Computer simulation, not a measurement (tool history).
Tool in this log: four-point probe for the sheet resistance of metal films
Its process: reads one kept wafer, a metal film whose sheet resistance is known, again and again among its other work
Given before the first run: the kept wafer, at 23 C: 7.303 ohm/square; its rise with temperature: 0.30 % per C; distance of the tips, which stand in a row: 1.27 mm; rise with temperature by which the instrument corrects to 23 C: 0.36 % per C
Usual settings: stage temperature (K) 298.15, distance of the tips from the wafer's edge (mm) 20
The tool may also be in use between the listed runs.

| run | hour | stage temperature (K) | distance of the tips from the wafer's edge (mm) | sheet resistance as the instrument gives it (ohm/square) |
|---|---|---|---|---|
| 1 | 0.0 | 298.15 | 20 | 7.224832 |
| 2 | 7.8 | 298.15 | 14 | 7.240699 |
| 3 | 22.9 | 298.15 | 14 | 7.237600 |
| 4 | 38.2 | 298.15 | 20 | 7.223894 |
| 5 | 51.2 | 298.15 | 20 | 7.219884 |
| 6 | 59.6 | 298.15 | 20 | 7.222492 |
| 7 | 74.7 | 298.15 | 20 | 7.222043 |
| 8 | 84.3 | 298.15 | 54 | 7.206986 |
| 9 | 99.3 | 298.15 | 54 | 7.205205 |
| 10 | 109.3 | 298.15 | 54 | 7.205153 |
| 11 | 117.1 | 298.15 | 54 | 7.207099 |
| 12 | 125.4 | 298.15 | 54 | 7.207365 |
| 13 | 134.9 | 298.15 | 54 | 7.281934 |
| 14 | 143.0 | 298.15 | 54 | 7.282143 |
| 15 | 155.9 | 298.15 | 54 | 7.281681 |
| 16 | 171.9 | 298.15 | 54 | 7.277974 |
| 17 | 187.5 | 298.15 | 20 | 7.294522 |
| 18 | 194.5 | 297.15 | 20 | 7.297420 |
| 19 | 209.5 | 298.15 | 20 | 7.293650 |
| 20 | 222.4 | 298.15 | 20 | 7.292373 |
| 21 | 230.6 | 298.15 | 20 | 7.289946 |
| 22 | 244.1 | 298.15 | 20 | 7.289562 |
| 23 | 258.8 | 294.15 | 67 | 7.297476 |
| 24 | 268.2 | 294.15 | 67 | 7.294456 |
| 25 | 281.9 | 303.15 | 3 | 7.882197 |
| 26 | 298.8 | 303.15 | 6 | 7.421154 |
| 27 | 316.3 | 298.15 | 29 | 7.277713 |
| 28 | 332.3 | 303.15 | 13 | 7.285622 |
| 29 | 349.2 | 303.15 | 13 | 7.281398 |
| 30 | 365.8 | 302.15 | 66 | 7.252498 |
| 31 | 381.2 | 306.15 | 34 | 7.235311 |
| 32 | 391.1 | 306.15 | 34 | 7.238352 |
| 33 | 399.9 | 306.15 | 34 | 7.235603 |
| 34 | 413.0 | 293.15 | 23 | 7.306101 |
| 35 | 424.8 | 293.15 | 8 | 7.390820 |
| 36 | 432.7 | 292.15 | 8 | 7.395743 |
| 37 | 448.4 | 292.15 | 8 | 7.394529 |
| 38 | 463.0 | 296.15 | 17 | 7.297579 |
| 39 | 476.6 | 296.15 | 17 | 7.296089 |
| 40 | 485.8 | 291.15 | 18 | 7.319243 |
| 41 | 497.5 | 291.15 | 4 | 7.674053 |
| 42 | 509.0 | 299.15 | 38 | 7.262419 |
| 43 | 517.0 | 292.15 | 5 | 7.536546 |

Removed from this log: 1 entry logged between the listed runs. Between which two listed runs does each belong, and how does the tool's hidden state at the listed run before it compare with that at the listed run after it?
From run 12 to run 13: new probe head fitted (hour 130.3)
  inner tips' distance over the nominal, %: -1.102 -> -0.136; tips' flats over new ones', %: 110 -> 0; wafer's true temperature over the reading, C: -0.13 -> -0.14
  measured minus no-state result, sheet resistance as the instrument gives it (ohm/square): -0.089727 -> -0.013633
